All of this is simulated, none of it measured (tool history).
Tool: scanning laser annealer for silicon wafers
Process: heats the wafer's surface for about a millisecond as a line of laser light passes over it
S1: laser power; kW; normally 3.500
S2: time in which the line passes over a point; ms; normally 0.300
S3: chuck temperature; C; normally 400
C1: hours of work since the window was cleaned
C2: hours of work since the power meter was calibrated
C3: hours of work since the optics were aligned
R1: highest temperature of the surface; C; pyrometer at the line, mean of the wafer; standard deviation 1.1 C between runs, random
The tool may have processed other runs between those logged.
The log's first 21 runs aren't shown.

{"run": 22, "day": 48.621, "S1": 3.015, "S2": 0.363, "S3": 400, "C1": 950, "C2": 950, "C3": 1446, "R1": 1095}
{"day": 49.029, "done": "optics aligned, line set to its width"}
{"day": 49.779, "done": "window over the wafer cleaned"}
{"run": 23, "day": 52.242, "S1": 3.015, "S2": 0.363, "S3": 400, "C1": 34, "C2": 996, "C3": 43, "R1": 1125}
{"run": 24, "day": 54.154, "S1": 3.015, "S2": 0.363, "S3": 400, "C1": 61, "C2": 1023, "C3": 70, "R1": 1125}
{"run": 25, "day": 57.092, "S1": 3.517, "S2": 0.211, "S3": 408, "C1": 101, "C2": 1064, "C3": 111, "R1": 1061}
{"run": 26, "day": 59.862, "S1": 3.517, "S2": 0.211, "S3": 408, "C1": 140, "C2": 1102, "C3": 149, "R1": 1061}
{"run": 27, "day": 61.762, "S1": 3.517, "S2": 0.211, "S3": 408, "C1": 166, "C2": 1128, "C3": 176, "R1": 1058}
{"run": 28, "day": 64.362, "S1": 3.21, "S2": 0.262, "S3": 407, "C1": 202, "C2": 1164, "C3": 212, "R1": 1064}
{"run": 29, "day": 67.192, "S1": 3.21, "S2": 0.262, "S3": 407, "C1": 242, "C2": 1204, "C3": 251, "R1": 1060}
{"run": 30, "day": 68.688, "S1": 3.267, "S2": 0.247, "S3": 407, "C1": 262, "C2": 1224, "C3": 272, "R1": 1055}
{"run": 31, "day": 71.525, "S1": 3.267, "S2": 0.247, "S3": 419, "C1": 302, "C2": 1264, "C3": 311, "R1": 1066}
{"run": 32, "day": 74.379, "S1": 3.267, "S2": 0.247, "S3": 419, "C1": 341, "C2": 1303, "C3": 351, "R1": 1063}
{"run": 33, "day": 76.779, "S1": 3.227, "S2": 0.251, "S3": 419, "C1": 375, "C2": 1337, "C3": 384, "R1": 1060}
{"run": 34, "day": 78.846, "S1": 3.227, "S2": 0.251, "S3": 419, "C1": 403, "C2": 1365, "C3": 413, "R1": 1058}
{"run": 35, "day": 80.388, "S1": 3.227, "S2": 0.251, "S3": 419, "C1": 425, "C2": 1387, "C3": 434, "R1": 1058}
{"run": 36, "day": 82.688, "S1": 3.593, "S2": 0.3, "S3": 376, "C1": 457, "C2": 1419, "C3": 466, "R1": 1167}
{"run": 37, "day": 84.05, "S1": 3.705, "S2": 0.251, "S3": 393, "C1": 476, "C2": 1438, "C3": 485, "R1": 1141}
{"run": 38, "day": 87.317, "S1": 3.705, "S2": 0.251, "S3": 393, "C1": 521, "C2": 1483, "C3": 530, "R1": 1140}
{"run": 39, "day": 88.7, "S1": 3.705, "S2": 0.251, "S3": 393, "C1": 540, "C2": 1502, "C3": 549, "R1": 1139}
{"run": 40, "day": 90.383, "S1": 3.716, "S2": 0.373, "S3": 428, "C1": 563, "C2": 1526, "C3": 573, "R1": 1345}

Here are 5 independent what-if runs from the current tool condition. What would each one return?
{"run": "A", "day": 93.317, "S1": 3.716, "S2": 0.373, "S3": 430, "C1": 604, "C2": 1566, "C3": 613, "R1": "?"}
{"run": "B", "day": 93.317, "S1": 3.204, "S2": 0.373, "S3": 428, "C1": 604, "C2": 1566, "C3": 613, "R1": "?"}
{"run": "C", "day": 93.317, "S1": 3.5, "S2": 0.3, "S3": 384, "C1": 604, "C2": 1566, "C3": 613, "R1": "?"}
{"run": "D", "day": 93.317, "S1": 3.649, "S2": 0.3, "S3": 376, "C1": 604, "C2": 1566, "C3": 613, "R1": "?"}
{"run": "E", "day": 93.317, "S1": 3.512, "S2": 0.217, "S3": 368, "C1": 604, "C2": 1566, "C3": 613, "R1": "?"}

run=A R1=1346
run=B R1=1202
run=C R1=1149
run=D R1=1179
run=E R1=1017
What these runs would have given with no unlogged condition in the tool:
run=A R1=1359
run=B R1=1213
run=C R1=1160
run=D R1=1191
run=E R1=1026

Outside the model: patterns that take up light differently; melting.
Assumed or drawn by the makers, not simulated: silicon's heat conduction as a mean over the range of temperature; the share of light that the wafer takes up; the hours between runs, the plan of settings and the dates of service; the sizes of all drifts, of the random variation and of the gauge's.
